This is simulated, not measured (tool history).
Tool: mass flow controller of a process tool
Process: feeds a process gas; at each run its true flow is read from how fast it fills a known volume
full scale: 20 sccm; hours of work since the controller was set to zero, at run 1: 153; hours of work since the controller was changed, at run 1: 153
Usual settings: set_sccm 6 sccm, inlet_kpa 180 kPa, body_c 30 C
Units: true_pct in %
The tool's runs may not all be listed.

run	hour	set_sccm	inlet_kpa	body_c	hours of work since the controller was set to zero	hours of work since the controller was changed	true_pct
1	0.0	6	180	30	153	153	99.16
2	170.2	6	180	30	262	262	99.04
3	392.4	6	180	30	404	404	98.97
4	513.7	6	180	30	482	482	99.01
5	632.4	6	180	30	558	558	98.96
6	768.2	5	180	30	645	645	98.81
7	990.8	5	180	30	787	787	98.50
8	1158.8	5	180	30	895	895	98.56
9	1321.2	6	180	30	999	999	98.53
10	1432.0	6	180	30	1070	1070	98.57
11	1545.5	6	207	30	1143	1143	98.17
12	1758.5	6	215	30	1279	1279	98.02

Forecast run 13:
13	1924.4	6	215	30	1385	1385	?

true_pct: 97.96 %
Without the tool's hidden state the same run would have given true_pct 98.89 %.
